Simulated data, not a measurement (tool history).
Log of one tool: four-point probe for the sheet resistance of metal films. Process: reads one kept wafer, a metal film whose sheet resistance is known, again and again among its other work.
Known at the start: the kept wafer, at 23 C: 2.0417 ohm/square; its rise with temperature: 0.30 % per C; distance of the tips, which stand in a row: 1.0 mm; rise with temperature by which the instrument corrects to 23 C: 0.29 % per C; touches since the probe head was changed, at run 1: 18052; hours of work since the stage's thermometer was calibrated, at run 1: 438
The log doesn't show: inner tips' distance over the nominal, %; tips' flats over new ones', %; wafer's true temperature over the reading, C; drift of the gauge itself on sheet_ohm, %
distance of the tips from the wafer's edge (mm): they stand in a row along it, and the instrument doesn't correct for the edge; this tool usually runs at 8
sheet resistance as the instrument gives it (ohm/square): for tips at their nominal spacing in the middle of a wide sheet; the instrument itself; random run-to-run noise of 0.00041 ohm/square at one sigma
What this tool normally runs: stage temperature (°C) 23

run   hour  stage temperature (°C)  distance of the tips from the wafer's edge (mm)  touches since the probe head was changed  hours of work since the stage's thermometer was calibrated  sheet resistance as the instrument gives it (ohm/square)
  1      0                      23                                                8                                     18052                                                         438                                                  2.059318
  2    9.6                      31                                                8                                     18481                                                         443                                                  2.060813
  3   29.3                      31                                                8                                     19359                                                         454                                                  2.061719
  4     50                      31                                                8                                     20283                                                         465                                                  2.061159
  5   72.7                      31                                                8                                     21296                                                         478                                                  2.061375
  6   85.6                      23                                                4                                     21870                                                         485                                                  2.109851
  7  109.1                      34                                                8                                     22916                                                         498                                                  2.061924
  8  118.8                      34                                                8                                     23353                                                         503                                                  2.061519
  9  135.8                      24                                               52                                     24109                                                         512                                                  2.043574
     138.1  -- stage's thermometer calibrated
 10  151.1                      24                                               52                                     24768                                                           7                                                  2.043319
 11  173.3                      23                                               30                                     25759                                                          19                                                  2.043988
 12  196.6                      29                                               17                                     26799                                                          32                                                  2.048032
 13  216.8                      26                                                8                                     27699                                                          43                                                  2.060297

Here are 5 independent what-if runs from the current tool condition. What would each one return?
     225.3  -- stage's thermometer calibrated, once more
  A  235.8                      26                                               22                                     28526                                                           6                                                         ?
     225.3  -- stage's thermometer calibrated, once more
  B  235.8                      26                                               19                                     28526                                                           6                                                         ?
     225.3  -- stage's thermometer calibrated, once more
  C  235.8                      21                                               27                                     28526                                                           6                                                         ?
     225.3  -- stage's thermometer calibrated, once more
  D  235.8                      20                                               19                                     28526                                                           6                                                         ?
     225.3  -- stage's thermometer calibrated, once more
  E  235.8                      25                                               14                                     28526                                                           6                                                         ?

run  sheet resistance as the instrument gives it (ohm/square)
  A                                                  2.047855
  B                                                  2.048795
  C                                                  2.046832
  D                                                  2.048593
  E                                                  2.051092
What these runs would have given with no unlogged condition in the tool:
run  sheet resistance as the instrument gives it (ohm/square)
  A                                                  2.044217
  B                                                  2.045155
  C                                                  2.043189
  D                                                  2.044946
  E                                                  2.047448

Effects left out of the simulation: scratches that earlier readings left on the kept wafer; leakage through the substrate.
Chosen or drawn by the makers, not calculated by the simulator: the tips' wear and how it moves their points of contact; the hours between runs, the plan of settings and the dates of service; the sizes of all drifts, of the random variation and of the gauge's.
